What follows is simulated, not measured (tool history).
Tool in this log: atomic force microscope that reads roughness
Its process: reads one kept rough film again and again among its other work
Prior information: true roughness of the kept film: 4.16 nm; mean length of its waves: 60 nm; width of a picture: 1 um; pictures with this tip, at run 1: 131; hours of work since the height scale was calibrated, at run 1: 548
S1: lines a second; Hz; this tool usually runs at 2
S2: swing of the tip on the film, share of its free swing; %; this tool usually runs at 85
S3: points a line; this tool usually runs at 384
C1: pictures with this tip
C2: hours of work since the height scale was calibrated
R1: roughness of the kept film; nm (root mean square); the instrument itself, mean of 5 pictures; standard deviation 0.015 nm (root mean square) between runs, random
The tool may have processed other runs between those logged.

| run | hour | S1 | S2 | S3 | C1 | C2 | R1 |
|---|---|---|---|---|---|---|---|
| 1 | 0 | 2 | 85 | 384 | 131 | 548 | 3.497 |
| 2 | 29.7 | 2 | 90 | 384 | 209 | 572 | 3.337 |
| 3 | 51.7 | 2 | 90 | 384 | 267 | 589 | 3.295 |
| 4 | 77.2 | 2 | 90 | 384 | 333 | 609 | 3.248 |
|  | 102.5 | new tip fitted |
| 5 | 111.6 | 2 | 90 | 384 | 23 | 636 | 3.474 |
| 6 | 132 | 2 | 90 | 384 | 77 | 653 | 3.435 |
| 7 | 163.8 | 2 | 90 | 622 | 160 | 678 | 3.344 |
|  | 168.2 | height scale calibrated on a step standard |
| 8 | 201.8 | 2 | 90 | 622 | 257 | 27 | 3.324 |
| 9 | 236.5 | 2 | 90 | 622 | 348 | 54 | 3.24 |
|  | 257.9 | new tip fitted |
| 10 | 272.5 | 1.99 | 85 | 384 | 38 | 82 | 3.569 |
| 11 | 310.4 | 1.99 | 85 | 384 | 137 | 112 | 3.475 |
| 12 | 346.4 | 1.14 | 85 | 383 | 231 | 141 | 3.562 |
| 13 | 378.4 | 2 | 85 | 628 | 315 | 166 | 3.337 |
|  | 387.5 | height scale calibrated on a step standard, once more |
| 14 | 403.1 | 2 | 58 | 628 | 377 | 12 | 3.597 |
|  | 413.5 | new tip fitted |
| 15 | 439.6 | 2.81 | 85 | 555 | 69 | 41 | 3.417 |
| 16 | 470.7 | 2.81 | 85 | 555 | 150 | 66 | 3.353 |
| 17 | 508.8 | 2.81 | 85 | 555 | 250 | 96 | 3.284 |
| 18 | 531.3 | 1.06 | 85 | 939 | 309 | 114 | 3.528 |
|  | 567.6 | new tip fitted |
| 19 | 568 | 1.06 | 85 | 939 | 1 | 142 | 3.794 |
| 20 | 585.9 | 0.77 | 73 | 881 | 48 | 157 | 3.894 |
| 21 | 615.5 | 0.87 | 83 | 830 | 125 | 180 | 3.738 |

Alternative continuations, all from the tool just after run 21; predict every row:
| A | 643.2 | 0.53 | 62 | 836 | 198 | 202 | ? |
| B | 643.2 | 2 | 85 | 632 | 198 | 202 | ? |
| C | 643.2 | 3.23 | 55 | 980 | 198 | 202 | ? |
| D | 643.2 | 2.9 | 66 | 361 | 198 | 202 | ? |
| E | 643.2 | 0.87 | 86 | 830 | 198 | 202 | ? |

| run | R1 |
|---|---|
| A | 3.821 |
| B | 3.477 |
| C | 3.717 |
| D | 3.611 |
| E | 3.654 |
What these runs would have given with no unlogged condition in the tool:
| run | R1 |
|---|---|
| A | 4.001 |
| B | 3.641 |
| C | 3.892 |
| D | 3.782 |
| E | 3.826 |
